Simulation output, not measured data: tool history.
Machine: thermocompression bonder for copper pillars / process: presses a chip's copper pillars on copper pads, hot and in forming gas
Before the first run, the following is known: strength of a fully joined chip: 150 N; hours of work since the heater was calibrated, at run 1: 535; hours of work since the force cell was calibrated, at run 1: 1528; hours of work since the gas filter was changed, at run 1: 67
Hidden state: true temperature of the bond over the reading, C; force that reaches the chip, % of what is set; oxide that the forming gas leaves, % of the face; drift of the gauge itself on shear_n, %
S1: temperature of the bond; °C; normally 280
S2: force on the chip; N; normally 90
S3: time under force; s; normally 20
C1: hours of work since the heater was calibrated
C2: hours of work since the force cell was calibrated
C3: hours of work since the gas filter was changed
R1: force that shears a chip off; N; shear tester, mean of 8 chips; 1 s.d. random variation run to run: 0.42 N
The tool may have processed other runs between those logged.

run   hour   S1   S2  S3   C1    C2  C3     R1
  1      0  280   90  20  535  1528  67   88.2
      50.3  -- forming gas filter changed
  2   50.3  280   90  20  572  1565   0   94.4
  3  103.5  280   90  20  612  1605  40   91.2
  4  145.3  280  129  20  643  1636  71  102.7
     193.1  -- forming gas filter changed
  5  195.7  280  129  20  681  1674   2  108.5
     200.6  -- force cell calibrated
  6  223.8  280  129  20  700    17  22  105.7
  7  254.3  280  129  20  723    40  45  103.1
  8  308.1  280  129  20  764    80  85  100.5
     335.7  -- forming gas filter changed
  9  342.9  280   90  20  789   106   5   93.8
 10  396.6  280   90  20  829   146  46   91.3
 11  447.5  280   90  20  867   184  84   88.3
     462.2  -- heater calibrated with a thermocouple chip
       478  -- forming gas filter changed
 12  485.1  296   90  37   17   211   5  114.7
 13  511.8  301   76  13   37   230  25     82
 14  563.9  301   76  13   76   269  64   79.6
 15    596  301   76  13  100   293  88   78.5
     620.4  -- forming gas filter changed
 16  620.4  265   90  12  118   311   0   67.2
 17  655.1  265   90  12  144   337  26   65.8
 18  704.7  280   74  12  181   374  63   66.2
 19  752.8  293  111  11  217   410  99   83.6
       762  -- forming gas filter changed
 20  807.3  293  111  11  257   451  34   87.1
 21  833.8  280  123  20  277   471  54   98.2
 22  870.1  269   84  38  304   498  81   92.1

Here are 4 independent what-if runs from the current tool condition. What would each one return?
     902.2  -- forming gas filter changed
  A   914  269  84  15  336  530   9   ?
     902.2  -- forming gas filter changed
  B   914  280  70  20  336  530   9   ?
     902.2  -- forming gas filter changed
  C   914  288  78  12  336  530   9   ?
     902.2  -- forming gas filter changed
  D   914  262  84  38  336  530   9   ?

run    R1
  A  73.4
  B  81.3
  C  75.6
  D  92.9
What these runs would have given with no unlogged condition in the tool:
run    R1
  A  71.6
  B  79.5
  C  73.9
  D  90.9
